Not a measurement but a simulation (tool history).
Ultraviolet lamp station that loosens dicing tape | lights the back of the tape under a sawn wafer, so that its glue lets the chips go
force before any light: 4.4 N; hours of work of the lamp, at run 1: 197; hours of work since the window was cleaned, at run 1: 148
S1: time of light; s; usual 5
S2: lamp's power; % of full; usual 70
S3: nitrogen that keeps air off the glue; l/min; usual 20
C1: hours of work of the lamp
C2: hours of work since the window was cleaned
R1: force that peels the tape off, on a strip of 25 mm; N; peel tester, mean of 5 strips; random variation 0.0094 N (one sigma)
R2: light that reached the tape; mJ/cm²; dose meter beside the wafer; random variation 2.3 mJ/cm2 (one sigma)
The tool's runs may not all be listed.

{"run": 1, "hour": 0.0, "S1": 5, "S2": 70, "S3": 20, "C1": 197, "C2": 148, "R1": 0.377, "R2": 211}
{"run": 2, "hour": 10.8, "S1": 5, "S2": 70, "S3": 20, "C1": 204, "C2": 155, "R1": 0.416, "R2": 213}
{"run": 3, "hour": 21.1, "S1": 5, "S2": 70, "S3": 20, "C1": 211, "C2": 162, "R1": 0.397, "R2": 213}
{"run": 4, "hour": 34.8, "S1": 5, "S2": 70, "S3": 10, "C1": 219, "C2": 170, "R1": 0.624, "R2": 214}
{"run": 5, "hour": 42.7, "S1": 5, "S2": 70, "S3": 10, "C1": 224, "C2": 175, "R1": 0.638, "R2": 209}
{"run": 6, "hour": 50.4, "S1": 5, "S2": 70, "S3": 10, "C1": 229, "C2": 180, "R1": 0.622, "R2": 209}
{"run": 7, "hour": 64.8, "S1": 5, "S2": 70, "S3": 20, "C1": 239, "C2": 190, "R1": 0.401, "R2": 210}
{"run": 8, "hour": 81.9, "S1": 5, "S2": 70, "S3": 20, "C1": 249, "C2": 200, "R1": 0.394, "R2": 209}
{"run": 9, "hour": 99.1, "S1": 5, "S2": 70, "S3": 20, "C1": 260, "C2": 211, "R1": 0.403, "R2": 211}
{"run": 10, "hour": 108.9, "S1": 5, "S2": 70, "S3": 29, "C1": 267, "C2": 218, "R1": 0.314, "R2": 210}
{"run": 11, "hour": 123.0, "S1": 5, "S2": 70, "S3": 14, "C1": 276, "C2": 227, "R1": 0.495, "R2": 208}
{"run": 12, "hour": 132.0, "S1": 5, "S2": 70, "S3": 14, "C1": 281, "C2": 232, "R1": 0.491, "R2": 210}
{"run": 13, "hour": 140.8, "S1": 5, "S2": 70, "S3": 14, "C1": 287, "C2": 238, "R1": 0.493, "R2": 214}
{"run": 14, "hour": 153.0, "S1": 5, "S2": 70, "S3": 14, "C1": 295, "C2": 246, "R1": 0.504, "R2": 213}
{"run": 15, "hour": 165.4, "S1": 2, "S2": 70, "S3": 20, "C1": 303, "C2": 254, "R1": 1.501, "R2": 83}
{"run": 16, "hour": 180.8, "S1": 2, "S2": 70, "S3": 20, "C1": 312, "C2": 263, "R1": 1.457, "R2": 83}
{"run": 17, "hour": 191.7, "S1": 2, "S2": 61, "S3": 17, "C1": 319, "C2": 270, "R1": 1.734, "R2": 76}
{"run": 18, "hour": 206.5, "S1": 2, "S2": 61, "S3": 17, "C1": 329, "C2": 280, "R1": 1.799, "R2": 74}
{"run": 19, "hour": 218.1, "S1": 2, "S2": 61, "S3": 17, "C1": 336, "C2": 287, "R1": 1.735, "R2": 73}
{"run": 20, "hour": 234.1, "S1": 5, "S2": 73, "S3": 9, "C1": 346, "C2": 297, "R1": 0.615, "R2": 222}
{"run": 21, "hour": 248.9, "S1": 5, "S2": 73, "S3": 9, "C1": 356, "C2": 307, "R1": 0.635, "R2": 219}
{"run": 22, "hour": 266.7, "S1": 4, "S2": 73, "S3": 9, "C1": 367, "C2": 318, "R1": 0.877, "R2": 178}
{"run": 23, "hour": 280.3, "S1": 5, "S2": 78, "S3": 20, "C1": 376, "C2": 327, "R1": 0.335, "R2": 238}
{"run": 24, "hour": 297.2, "S1": 5, "S2": 78, "S3": 20, "C1": 387, "C2": 338, "R1": 0.343, "R2": 238}
{"run": 25, "hour": 314.0, "S1": 5, "S2": 78, "S3": 20, "C1": 397, "C2": 348, "R1": 0.335, "R2": 237}
{"run": 26, "hour": 330.3, "S1": 9, "S2": 74, "S3": 8, "C1": 408, "C2": 359, "R1": 0.261, "R2": 408}
{"run": 27, "hour": 344.1, "S1": 3, "S2": 60, "S3": 13, "C1": 416, "C2": 367, "R1": 1.372, "R2": 111}
{"run": 28, "hour": 356.9, "S1": 4, "S2": 94, "S3": 38, "C1": 425, "C2": 376, "R1": 0.255, "R2": 228}

Forecast each of these 5 alternatives for the next run:
{"run": "A", "hour": 368.1, "S1": 4, "S2": 71, "S3": 38, "C1": 432, "C2": 383, "R1": "?", "R2": "?"}
{"run": "B", "hour": 368.1, "S1": 5, "S2": 90, "S3": 7, "C1": 432, "C2": 383, "R1": "?", "R2": "?"}
{"run": "C", "hour": 368.1, "S1": 5, "S2": 63, "S3": 20, "C1": 432, "C2": 383, "R1": "?", "R2": "?"}
{"run": "D", "hour": 368.1, "S1": 8, "S2": 67, "S3": 9, "C1": 432, "C2": 383, "R1": "?", "R2": "?"}
{"run": "E", "hour": 368.1, "S1": 5, "S2": 61, "S3": 9, "C1": 432, "C2": 383, "R1": "?", "R2": "?"}

run=A R1=0.417 R2=171
run=B R1=0.52 R2=274
run=C R1=0.488 R2=193
run=D R1=0.337 R2=327
run=E R1=0.833 R2=186
Without the tool's hidden state the same runs would have given:
run=A R1=0.417 R2=172
run=B R1=0.519 R2=274
run=C R1=0.487 R2=193
run=D R1=0.336 R2=327
run=E R1=0.832 R2=186
